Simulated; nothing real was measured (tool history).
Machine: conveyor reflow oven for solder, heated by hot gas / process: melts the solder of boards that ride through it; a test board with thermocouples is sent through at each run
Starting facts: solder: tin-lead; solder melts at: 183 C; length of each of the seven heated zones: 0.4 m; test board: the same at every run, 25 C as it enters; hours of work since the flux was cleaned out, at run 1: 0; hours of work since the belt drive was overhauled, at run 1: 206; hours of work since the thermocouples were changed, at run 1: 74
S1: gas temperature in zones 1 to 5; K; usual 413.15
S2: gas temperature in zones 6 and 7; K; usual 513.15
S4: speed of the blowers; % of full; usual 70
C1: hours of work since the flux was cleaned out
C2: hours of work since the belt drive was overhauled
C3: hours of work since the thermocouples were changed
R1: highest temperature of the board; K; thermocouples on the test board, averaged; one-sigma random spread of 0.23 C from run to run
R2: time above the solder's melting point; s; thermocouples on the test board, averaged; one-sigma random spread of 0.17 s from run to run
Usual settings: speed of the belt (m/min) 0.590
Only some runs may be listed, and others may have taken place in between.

run 1 day=0.000 | S1=413.15 S2=513.15 speed_of_the_belt_(m/min)=0.590 S4=70 | C1=0 C2=206 C3=74 | R1=496.55 R2=66.2
run 2 day=1.017 | S1=413.15 S2=513.15 speed_of_the_belt_(m/min)=0.590 S4=70 | C1=12 C2=219 C3=86 | R1=496.15 R2=66.0
run 3 day=2.158 | S1=413.15 S2=513.15 speed_of_the_belt_(m/min)=0.590 S4=70 | C1=26 C2=233 C3=100 | R1=495.95 R2=66.4
run 4 day=3.362 | S1=413.15 S2=513.15 speed_of_the_belt_(m/min)=0.590 S4=70 | C1=41 C2=247 C3=115 | R1=495.65 R2=66.1
run 5 day=4.175 | S1=413.15 S2=513.15 speed_of_the_belt_(m/min)=0.590 S4=70 | C1=51 C2=257 C3=125 | R1=496.25 R2=66.1
run 6 day=5.408 | S1=413.15 S2=521.15 speed_of_the_belt_(m/min)=0.590 S4=70 | C1=66 C2=273 C3=140 | R1=502.75 R2=70.4
run 7 day=6.508 | S1=413.15 S2=521.15 speed_of_the_belt_(m/min)=0.590 S4=70 | C1=80 C2=286 C3=154 | R1=502.75 R2=70.3
run 8 day=7.396 | S1=413.15 S2=521.15 speed_of_the_belt_(m/min)=0.590 S4=70 | C1=91 C2=297 C3=165 | R1=502.45 R2=70.2
run 9 day=8.517 | S1=413.15 S2=521.15 speed_of_the_belt_(m/min)=0.590 S4=70 | C1=104 C2=311 C3=178 | R1=502.65 R2=70.4
run 10 day=9.696 | S1=413.15 S2=521.15 speed_of_the_belt_(m/min)=0.590 S4=70 | C1=119 C2=325 C3=193 | R1=502.35 R2=70.3
run 11 day=10.971 | S1=413.15 S2=513.15 speed_of_the_belt_(m/min)=0.590 S4=70 | C1=134 C2=341 C3=208 | R1=495.55 R2=66.1
run 12 day=12.042 | S1=413.15 S2=513.15 speed_of_the_belt_(m/min)=0.590 S4=70 | C1=147 C2=354 C3=221 | R1=495.45 R2=65.7
run 13 day=13.046 | S1=413.15 S2=513.15 speed_of_the_belt_(m/min)=0.590 S4=55 | C1=160 C2=366 C3=234 | R1=491.65 R2=61.9
run 14 day=13.712 | S1=413.15 S2=513.15 speed_of_the_belt_(m/min)=0.590 S4=55 | C1=168 C2=374 C3=242 | R1=491.65 R2=62.0
run 15 day=14.904 | S1=413.15 S2=513.15 speed_of_the_belt_(m/min)=0.590 S4=55 | C1=182 C2=389 C3=256 | R1=491.45 R2=62.0
run 16 day=15.671 | S1=412.15 S2=513.15 speed_of_the_belt_(m/min)=0.590 S4=70 | C1=192 C2=398 C3=266 | R1=494.85 R2=65.1
run 17 day=16.233 | S1=423.15 S2=514.15 speed_of_the_belt_(m/min)=0.590 S4=77 | C1=199 C2=405 C3=273 | R1=499.15 R2=72.1
run 18 day=16.983 | S1=407.15 S2=513.15 speed_of_the_belt_(m/min)=0.590 S4=51 | C1=208 C2=414 C3=282 | R1=488.55 R2=56.6
run 19 day=18.238 | S1=413.15 S2=519.15 speed_of_the_belt_(m/min)=0.590 S4=50 | C1=223 C2=430 C3=297 | R1=494.45 R2=64.1
-- day=18.938 flux residue cleaned out of gas plates and filters
run 20 day=19.654 | S1=413.15 S2=513.15 speed_of_the_belt_(m/min)=0.532 S4=55 | C1=9 C2=444 C3=312 | R1=495.85 R2=73.2
run 21 day=20.458 | S1=413.15 S2=513.15 speed_of_the_belt_(m/min)=0.532 S4=55 | C1=19 C2=454 C3=322 | R1=495.65 R2=73.0
run 22 day=21.242 | S1=413.15 S2=509.15 speed_of_the_belt_(m/min)=0.590 S4=81 | C1=28 C2=464 C3=332 | R1=494.95 R2=65.8
run 23 day=21.825 | S1=410.15 S2=515.15 speed_of_the_belt_(m/min)=0.569 S4=78 | C1=35 C2=471 C3=339 | R1=500.05 R2=70.5
run 24 day=23.067 | S1=413.15 S2=513.15 speed_of_the_belt_(m/min)=0.558 S4=66 | C1=51 C2=486 C3=354 | R1=497.05 R2=70.8
run 25 day=23.925 | S1=413.15 S2=527.15 speed_of_the_belt_(m/min)=0.601 S4=59 | C1=61 C2=497 C3=364 | R1=504.35 R2=70.3
run 26 day=25.150 | S1=413.15 S2=513.15 speed_of_the_belt_(m/min)=0.590 S4=55 | C1=76 C2=512 C3=379 | R1=491.85 R2=62.4
run 27 day=26.458 | S1=413.15 S2=513.15 speed_of_the_belt_(m/min)=0.590 S4=55 | C1=92 C2=528 C3=395 | R1=491.95 R2=62.1
run 28 day=27.133 | S1=418.15 S2=508.15 speed_of_the_belt_(m/min)=0.503 S4=70 | C1=100 C2=536 C3=404 | R1=496.25 R2=81.3
run 29 day=27.975 | S1=417.15 S2=508.15 speed_of_the_belt_(m/min)=0.501 S4=67 | C1=111 C2=546 C3=414 | R1=495.35 R2=80.8
run 30 day=29.212 | S1=417.15 S2=508.15 speed_of_the_belt_(m/min)=0.501 S4=67 | C1=126 C2=561 C3=429 | R1=495.65 R2=80.6
run 31 day=29.783 | S1=413.15 S2=513.15 speed_of_the_belt_(m/min)=0.590 S4=52 | C1=133 C2=568 C3=436 | R1=490.75 R2=60.9
run 32 day=30.829 | S1=405.15 S2=505.15 speed_of_the_belt_(m/min)=0.476 S4=84 | C1=146 C2=581 C3=449 | R1=495.15 R2=80.7

What differs in the tool's unlogged condition from the final listed run ahead of each entry between runs to the first listed run following it?
From run 19 to run 20: flux residue cleaned out of gas plates and filters (day 18.938)
  heat that the gas passes to the board, % of a clean oven's: 94.7 -> 99.4; belt's true speed, % of the reading: 99.52 -> 99.5; true gas temperature in zones 6 and 7 over the reading, C: -0.75 -> -0.78
  measured result minus the result with no hidden state, R1: -1.70 -> -0.60 K; R2: -1.1 -> -0.1 s

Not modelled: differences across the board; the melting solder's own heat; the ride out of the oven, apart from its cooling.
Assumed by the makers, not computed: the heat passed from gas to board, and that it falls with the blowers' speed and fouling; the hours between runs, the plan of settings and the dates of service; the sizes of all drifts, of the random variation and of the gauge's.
